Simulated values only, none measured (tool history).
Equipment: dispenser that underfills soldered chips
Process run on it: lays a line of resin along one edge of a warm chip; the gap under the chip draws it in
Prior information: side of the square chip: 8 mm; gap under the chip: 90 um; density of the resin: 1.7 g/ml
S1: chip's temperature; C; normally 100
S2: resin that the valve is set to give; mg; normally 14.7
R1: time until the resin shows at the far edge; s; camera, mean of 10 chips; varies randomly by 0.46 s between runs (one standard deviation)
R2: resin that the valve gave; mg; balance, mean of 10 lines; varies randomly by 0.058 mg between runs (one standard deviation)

run 1 hour=0 | S1=100 S2=14.7 | R1=53.8 R2=13.99
run 2 hour=2.4 | S1=100 S2=14.7 | R1=60.3 R2=14.06
run 3 hour=4.6 | S1=100 S2=14.7 | R1=67.4 R2=14.06
-- hour=6 new syringe of resin
run 4 hour=7.5 | S1=85 S2=14.7 | R1=65.1 R2=14.08
run 5 hour=10.2 | S1=85 S2=14.7 | R1=74.7 R2=13.95
run 6 hour=14.3 | S1=85 S2=14.7 | R1=90.7 R2=14.04
run 7 hour=16.8 | S1=85 S2=14.7 | R1=101.2 R2=13.91
-- hour=20.4 new syringe of resin
run 8 hour=21 | S1=85 S2=14.7 | R1=64.6 R2=13.92
run 9 hour=25.1 | S1=100 S2=14.7 | R1=45.6 R2=13.93
run 10 hour=28.3 | S1=114 S2=14.7 | R1=33 R2=13.91
run 11 hour=33 | S1=114 S2=14.7 | R1=41.5 R2=13.88

Run 12 is up next; what results do you expect?
-- hour=35.2 new syringe of resin
run 12 hour=36.7 | S1=114 S2=14.7 | R1=? R2=?

R1: 24.1 s
R2: 13.94 mg
With the hidden condition absent and the run-to-run variation left alone, this run would have shown R1 21.7 s, R2 14.82 mg.

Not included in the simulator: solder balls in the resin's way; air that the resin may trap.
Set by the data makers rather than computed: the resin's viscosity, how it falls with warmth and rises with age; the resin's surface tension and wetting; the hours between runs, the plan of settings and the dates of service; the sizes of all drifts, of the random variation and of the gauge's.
